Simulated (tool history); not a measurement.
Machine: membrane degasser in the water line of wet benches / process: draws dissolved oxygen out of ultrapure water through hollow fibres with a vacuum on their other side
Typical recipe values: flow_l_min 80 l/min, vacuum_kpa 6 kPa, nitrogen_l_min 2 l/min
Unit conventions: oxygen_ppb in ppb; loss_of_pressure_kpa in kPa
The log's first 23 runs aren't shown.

| run | day | flow_l_min | vacuum_kpa | nitrogen_l_min | oxygen_ppb | loss_of_pressure_kpa |
|---|---|---|---|---|---|---|
| 24 | 31.683 | 80 | 4.48 | 2 | 117.7 | 59.87 |
| 25 | 32.779 | 80 | 4.46 | 3.37 | 78.9 | 60.48 |
| 26 | 34.1 | 87 | 6.89 | 1.16 | 459.1 | 65.41 |
| 27 | 35.212 | 80 | 6 | 0.99 | 376.5 | 60.51 |
| 28 | 36.742 | 80 | 6 | 3.38 | 158.2 | 60.33 |
|  | 37.996 | vacuum gauge calibrated |
| 29 | 37.996 | 91 | 6 | 5.09 | 129.2 | 68.55 |
| 30 | 39.517 | 91 | 6 | 5.09 | 130.6 | 68.52 |
| 31 | 41.517 | 75 | 3.78 | 0.82 | 95 | 56.6 |
| 32 | 43.042 | 75 | 3.78 | 0.82 | 96.4 | 56.75 |

Predict each of these 3 candidate next runs independently; none follows another, all start after run 32:
| A | 44.696 | 86 | 6 | 5.37 | ? | ? |
| B | 44.696 | 87 | 14.65 | 1.05 | ? | ? |
| C | 44.696 | 50 | 9.52 | 2 | ? | ? |

| run | oxygen_ppb | loss_of_pressure_kpa |
|---|---|---|
| A | 119.7 | 64.85 |
| B | 1391.8 | 65.71 |
| C | 333.9 | 37.75 |
With the hidden condition removed and each run's random variation left untouched, the same runs would have given:
| run | oxygen_ppb | loss_of_pressure_kpa |
|---|---|---|
| A | 119.7 | 64.83 |
| B | 1391.7 | 65.69 |
| C | 333.9 | 37.74 |

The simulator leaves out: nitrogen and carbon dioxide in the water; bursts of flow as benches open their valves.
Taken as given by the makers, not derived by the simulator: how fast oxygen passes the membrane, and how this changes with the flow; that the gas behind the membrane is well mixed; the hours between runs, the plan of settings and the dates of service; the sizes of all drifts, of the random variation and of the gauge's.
